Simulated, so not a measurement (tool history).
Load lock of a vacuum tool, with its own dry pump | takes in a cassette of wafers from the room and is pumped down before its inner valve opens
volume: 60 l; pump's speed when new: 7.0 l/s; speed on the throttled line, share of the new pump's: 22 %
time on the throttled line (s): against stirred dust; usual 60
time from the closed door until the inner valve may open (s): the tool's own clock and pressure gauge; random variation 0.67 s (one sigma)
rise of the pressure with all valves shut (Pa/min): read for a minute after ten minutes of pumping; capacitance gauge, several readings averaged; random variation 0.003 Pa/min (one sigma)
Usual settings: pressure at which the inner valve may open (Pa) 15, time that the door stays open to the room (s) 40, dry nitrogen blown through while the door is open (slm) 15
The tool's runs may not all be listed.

run,day,time on the throttled line (s),pressure at which the inner valve may open (Pa),time that the door stays open to the room (s),dry nitrogen blown through while the door is open (slm),"incoming humidity of the room's air, %",time from the closed door until the inner valve may open (s),rise of the pressure with all valves shut (Pa/min)
1,0.000,60,15,40,15,46.8,126.7,0.208
2,2.488,45,15,40,15,46.7,115.8,0.203
3,5.283,45,15,40,15,44.2,115.6,0.205
4,7.446,100,15,40,15,44.0,159.2,0.204
5,9.829,60,17,40,15,44.5,124.7,0.211
6,12.488,60,17,40,15,43.9,126.7,0.206
7,15.671,60,17,40,15,45.6,126.6,0.217
8,17.621,60,17,40,15,45.4,126.8,0.215
9,20.088,60,17,40,15,43.9,125.6,0.218
10,22.017,60,17,40,15,43.2,126.7,0.219
11,25.288,60,15,40,5,45.8,128.3,0.228
12,28.200,60,15,40,5,45.3,127.6,0.228
13,31.054,60,15,40,5,45.2,128.3,0.232
14,34.404,60,24,40,12,41.2,124.2,0.231
15,38.238,60,24,40,12,43.0,124.7,0.234
16,41.325,103,28,40,5,46.4,155.1,0.248
17,44.875,60,16,92,15,45.0,127.1,0.248
18,47.167,60,16,92,23,44.4,126.5,0.250
19,48.975,32,15,40,15,44.7,107.7,0.250
20,52.896,107,15,40,23,45.3,164.6,0.244
21,54.571,52,26,40,5,48.0,116.9,0.259
22,56.950,60,12,40,39,45.9,130.6,0.243
23,60.571,97,15,29,16,42.4,157.6,0.251
24,63.179,97,15,29,16,43.4,159.3,0.260
25,66.508,69,12,29,16,44.7,138.2,0.261

Hidden state or all else? Some run-to-run changes of time from the closed door until the inner valve may open (s), split into what the settings, what came in and random variation would give without the hidden state, and what is left for the hidden state (with any gauge scatter that isn't in both results):
The hidden state here: pump's speed, % of a new pump's; leak at the door's seal, Pa l/s; drift of the gauge itself on ready_s, %; drift of the gauge itself on rise_pa_min, %.
Run 16 -> 17: time on the throttled line (s) 103 -> 60, pressure at which the inner valve may open (Pa) 28 -> 16, time that the door stays open to the room (s) 40 -> 92, dry nitrogen blown through while the door is open (slm) 5 -> 15. time from the closed door until the inner valve may open (s) -28.0: hidden state +1.0, all else -29.0.
Run 19 -> 20: time on the throttled line (s) 32 -> 107, dry nitrogen blown through while the door is open (slm) 15 -> 23. time from the closed door until the inner valve may open (s) +56.9: hidden state -0.9, all else +57.8.
Run 20 -> 21: time on the throttled line (s) 107 -> 52, pressure at which the inner valve may open (Pa) 15 -> 26, dry nitrogen blown through while the door is open (slm) 23 -> 5. time from the closed door until the inner valve may open (s) -47.7: hidden state +0.6, all else -48.3.
